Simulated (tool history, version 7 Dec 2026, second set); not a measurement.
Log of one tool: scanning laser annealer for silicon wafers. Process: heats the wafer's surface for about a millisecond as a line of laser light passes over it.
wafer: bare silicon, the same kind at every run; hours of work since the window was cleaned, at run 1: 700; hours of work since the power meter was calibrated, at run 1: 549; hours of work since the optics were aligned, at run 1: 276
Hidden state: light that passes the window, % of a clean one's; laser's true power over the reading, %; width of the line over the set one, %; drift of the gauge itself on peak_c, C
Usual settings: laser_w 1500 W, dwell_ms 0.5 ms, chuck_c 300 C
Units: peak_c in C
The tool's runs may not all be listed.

run   hour  laser_w  dwell_ms  chuck_c  hours of work since the window was cleaned  hours of work since the power meter was calibrated  hours of work since the optics were aligned  peak_c
  1      0     1500       0.5      300                                         700                                                 549                                          276     982
  2   14.7     1500       0.5      300                                         712                                                 561                                          288     979
  3   29.7     1500       0.5      300                                         724                                                 573                                          300     979
  4   50.8     1500     0.534      300                                         740                                                 590                                          316    1003
  5   69.5     1500       0.5      300                                         755                                                 605                                          331     979
  6   82.6     1500       0.5      300                                         766                                                 615                                          342     979
  7   94.1     1500       0.5      270                                         775                                                 624                                          351     948
  8    108     1500       0.5      300                                         786                                                 635                                          362     980
  9  125.4     1500       0.5      300                                         800                                                 649                                          376     976
 10  134.8     1500       0.5      286                                         807                                                 656                                          383     965
 11  155.1     1500       0.5      312                                         823                                                 673                                          399     988
 12  171.9     1500       0.5      312                                         837                                                 686                                          413     987
 13  192.3     1500       0.5      312                                         853                                                 702                                          429     987
 14  204.9     1551      0.53      335                                         863                                                 712                                          439    1056
 15  213.4     1551      0.53      294                                         870                                                 719                                          445    1018
 16  233.5     1289      0.44      325                                         885                                                 735                                          461     843
 17    253     1500      0.62      325                                         901                                                 750                                          477    1070
 18  263.2     1500      0.62      325                                         909                                                 758                                          485    1068
 19  280.1     1497     0.351      302                                         922                                                 772                                          498     867
 20  288.9     1499     0.502      287                                         929                                                 779                                          505     958
 21  304.6     1308       0.5      300                                         942                                                 791                                          518     856
 22  324.5     1407      0.53      300                                         958                                                 807                                          534     930
     337.5  -- window over the wafer cleaned
 23  339.9     1415     0.449      267                                           2                                                 818                                          544     872
 24  348.5     1641     0.453      316                                           9                                                 824                                          551    1055
 25  360.3     1500     0.453      300                                          18                                                 834                                          560     957

Measured less the same run without the tool's hidden state. The same run-to-run variation is in both; the gauge's scatter may not be:
run  peak_c
  1     -27
  2     -27
  3     -28
  4     -30
  5     -30
  6     -30
  7     -31
  8     -31
  9     -32
 10     -33
 11     -34
 12     -35
 13     -35
 14     -39
 15     -38
 16     -28
 17     -42
 18     -42
 19     -33
 20     -39
 21     -34
 22     -38
 23     -18
 24     -22
 25     -20

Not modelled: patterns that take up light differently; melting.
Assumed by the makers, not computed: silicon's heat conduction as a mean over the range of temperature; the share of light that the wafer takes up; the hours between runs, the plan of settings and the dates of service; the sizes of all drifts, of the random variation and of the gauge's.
